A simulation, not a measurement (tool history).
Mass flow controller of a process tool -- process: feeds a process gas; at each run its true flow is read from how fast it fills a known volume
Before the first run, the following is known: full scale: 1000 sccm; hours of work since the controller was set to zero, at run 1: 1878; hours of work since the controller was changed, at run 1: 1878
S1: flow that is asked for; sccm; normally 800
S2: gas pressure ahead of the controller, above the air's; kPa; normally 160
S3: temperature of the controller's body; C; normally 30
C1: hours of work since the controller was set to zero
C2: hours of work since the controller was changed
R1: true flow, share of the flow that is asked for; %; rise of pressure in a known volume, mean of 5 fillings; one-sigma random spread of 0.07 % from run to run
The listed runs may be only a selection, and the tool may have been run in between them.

run	hour	S1	S2	S3	C1	C2	R1
1	0.0	800	160	30	1878	1878	99.14
2	163.3	384	160	30	1986	1986	98.87
3	295.9	595	160	30	2074	2074	99.09
4	410.0	629	160	30	2149	2149	98.96
5	578.2	800	160	39	2261	2261	98.61
6	747.0	800	160	39	2372	2372	98.56
7	859.6	800	160	30	2447	2447	99.14
8	971.3	800	160	34	2521	2521	98.87
9	1133.5	800	160	24	2628	2628	99.54
10	1218.7	800	160	32	2684	2684	99.01
11	1340.6	800	160	30	2765	2765	99.05
12	1509.7	800	160	30	2876	2876	99.10
13	1628.1	800	160	30	2955	2955	99.27
14	1742.2	800	160	30	3030	3030	99.24
15	1876.4	991	160	30	3119	3119	99.36
16	2010.9	685	160	30	3208	3208	99.16
17	2178.1	685	160	30	3319	3319	99.12
18	2287.9	685	160	30	3391	3391	99.09
19	2380.2	685	160	30	3452	3452	98.96
20	2460.9	800	160	30	3505	3505	99.13
21	2625.0	800	160	30	3614	3614	98.97
22	2732.8	800	160	30	3685	3685	99.17
23	2852.4	800	160	30	3764	3764	99.09
24	2931.6	800	160	37	3817	3817	98.72
25	3019.6	800	267	37	3875	3875	99.43
26	3128.4	116	219	37	3947	3947	103.20
27	3243.1	183	152	26	4023	4023	101.19
28	3403.6	183	152	26	4129	4129	101.27
29	3567.4	183	152	26	4237	4237	101.38
30	3640.8	183	152	33	4286	4286	101.09
31	3806.5	183	152	33	4395	4395	101.10
32	3940.3	183	152	33	4484	4484	101.20
# hour 3951.5: controller's zero set anew
33	4043.2	393	251	33	61	4551	100.92
34	4161.8	800	147	28	139	4630	99.69
35	4266.5	456	216	35	208	4699	100.17
36	4432.8	456	216	35	318	4809	100.26
# hour 4488.5: controller's zero set anew, once more
37	4582.3	197	216	22	62	4908	97.85
38	4677.3	800	193	30	125	4970	98.10
39	4775.7	800	152	36	190	5035	97.53
40	4912.6	203	160	22	280	5126	97.52
41	5082.8	203	230	22	393	5238	98.17
42	5188.5	203	230	22	463	5308	98.09
43	5272.2	203	230	22	518	5364	98.19
44	5387.5	106	167	22	594	5440	98.21
45	5471.9	106	167	22	650	5496	98.24
46	5565.0	106	208	29	712	5557	98.28

Each run again, without the hidden state but with its own random variation kept:
Hidden state present: flow at rest that the sensor doesn't see, % of full scale; true flow over the shown one, %; drift of the gauge itself on true_pct, %.
run	R1
1	99.10
2	98.33
3	98.88
4	98.79
5	98.58
6	98.53
7	99.11
8	98.84
9	99.51
10	98.99
11	99.03
12	99.09
13	99.26
14	99.22
15	99.48
16	99.02
17	98.98
18	98.95
19	98.83
20	99.12
21	98.97
22	99.17
23	99.10
24	98.72
25	99.44
26	97.93
27	98.12
28	98.12
29	98.15
30	97.83
31	97.77
32	97.80
33	98.90
34	99.24
35	98.56
36	98.64
37	98.89
38	99.23
39	98.65
40	98.43
41	99.01
42	98.89
43	98.95
44	98.44
45	98.39
46	98.33
